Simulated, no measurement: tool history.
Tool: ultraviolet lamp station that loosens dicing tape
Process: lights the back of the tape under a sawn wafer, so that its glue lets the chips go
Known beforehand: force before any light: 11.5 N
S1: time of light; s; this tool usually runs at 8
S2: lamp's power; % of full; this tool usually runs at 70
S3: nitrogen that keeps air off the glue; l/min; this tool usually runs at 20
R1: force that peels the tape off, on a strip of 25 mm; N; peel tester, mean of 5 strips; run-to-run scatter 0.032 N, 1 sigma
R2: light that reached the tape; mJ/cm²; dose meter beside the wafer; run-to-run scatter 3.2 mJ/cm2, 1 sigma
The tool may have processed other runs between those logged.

run 1 hour=0 | S1=8 S2=70 S3=20 | R1=2.492 R2=383
run 2 hour=43.5 | S1=8 S2=70 S3=15 | R1=2.751 R2=388
run 3 hour=87.9 | S1=9 S2=70 S3=20 | R1=2.145 R2=437
run 4 hour=140.5 | S1=6 S2=70 S3=20 | R1=3.729 R2=283
run 5 hour=176.9 | S1=6 S2=70 S3=20 | R1=3.658 R2=280
run 6 hour=204.9 | S1=8 S2=70 S3=14 | R1=2.868 R2=368
run 7 hour=249.8 | S1=8 S2=70 S3=20 | R1=2.59 R2=367
run 8 hour=288 | S1=8 S2=70 S3=20 | R1=2.639 R2=366
run 9 hour=310.9 | S1=8 S2=70 S3=20 | R1=2.707 R2=366
run 10 hour=341.8 | S1=8 S2=89 S3=20 | R1=1.854 R2=460
run 11 hour=375.3 | S1=8 S2=64 S3=30 | R1=2.734 R2=329
run 12 hour=400.9 | S1=8 S2=64 S3=30 | R1=2.836 R2=320
run 13 hour=444.4 | S1=8 S2=64 S3=30 | R1=2.786 R2=324
run 14 hour=478.5 | S1=8 S2=64 S3=30 | R1=2.828 R2=318
run 15 hour=519.7 | S1=8 S2=68 S3=36 | R1=2.723 R2=338
-- hour=546.9 window cleaned of glue's vapour
run 16 hour=563 | S1=8 S2=68 S3=36 | R1=2.491 R2=357
run 17 hour=597.9 | S1=8 S2=98 S3=40 | R1=1.238 R2=505
run 18 hour=644.8 | S1=11 S2=79 S3=40 | R1=1.079 R2=556

Measured result minus the same run's result without the hidden state. Both carry the same run-to-run variation, though not necessarily the same gauge scatter:
What the log doesn't record here: lamp's light, % of a new lamp's; light that the window lets through, % of a clean one's; drift of the gauge itself on peel_n, %; drift of the gauge itself on dose_mj_cm2, %.
run=1 R1=+0.891 R2=-119
run=2 R1=+0.972 R2=-124
run=3 R1=+0.863 R2=-143
run=4 R1=+1.18 R2=-98
run=5 R1=+1.181 R2=-101
run=6 R1=+1.087 R2=-134
run=7 R1=+1.05 R2=-140
run=8 R1=+1.089 R2=-144
run=9 R1=+1.129 R2=-145
run=10 R1=+0.89 R2=-186
run=11 R1=+1.162 R2=-139
run=12 R1=+1.212 R2=-137
run=13 R1=+1.215 R2=-143
run=14 R1=+1.254 R2=-145
run=15 R1=+1.287 R2=-156
run=16 R1=+1.076 R2=-140
run=17 R1=+0.633 R2=-203
run=18 R1=+0.564 R2=-231

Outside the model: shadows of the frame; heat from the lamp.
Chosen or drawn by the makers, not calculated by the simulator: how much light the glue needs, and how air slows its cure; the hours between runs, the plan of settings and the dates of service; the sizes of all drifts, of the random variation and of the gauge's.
